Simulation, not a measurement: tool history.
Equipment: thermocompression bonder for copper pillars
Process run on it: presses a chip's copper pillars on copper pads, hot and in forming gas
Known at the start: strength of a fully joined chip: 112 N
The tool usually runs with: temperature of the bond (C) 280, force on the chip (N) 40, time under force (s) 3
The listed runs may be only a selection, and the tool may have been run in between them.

run,hour,temperature of the bond (C),force on the chip (N),time under force (s),force that shears a chip off (N)
1,0.0,280,40,3,54.0
2,4.0,280,53,3,69.3
3,10.3,280,53,3,68.8
4,19.0,292,53,3,75.3
5,24.9,280,40,3,53.5
6,31.9,280,40,9,74.9
7,38.3,280,40,9,75.0
8,45.1,280,40,9,75.3
9,52.2,280,40,9,76.3
10,56.0,251,29,3,24.8
# hour 58.5: heater calibrated with a thermocouple chip
11,66.0,265,57,9,85.5
12,70.2,265,46,2,46.9
13,77.8,265,46,2,45.8
14,83.2,265,46,2,47.7
# hour 87.0: heater calibrated with a thermocouple chip, once more
15,93.0,265,40,2,31.2
16,102.1,265,40,2,32.0
17,107.0,304,57,3,80.1

Consider 5 possible next runs. They are alternatives, not a sequence: every one starts from the tool as it was left by run 17. What does each give?
A,113.2,280,40,4,?
B,113.2,281,57,2,?
C,113.2,272,56,4,?
D,113.2,283,57,3,?
E,113.2,280,27,3,?

run,force that shears a chip off (N)
A,52.0
B,56.5
C,64.2
D,66.6
E,30.4
What these runs would have given with no unlogged condition in the tool:
run,force that shears a chip off (N)
A,57.1
B,62.1
C,70.4
D,73.0
E,33.5
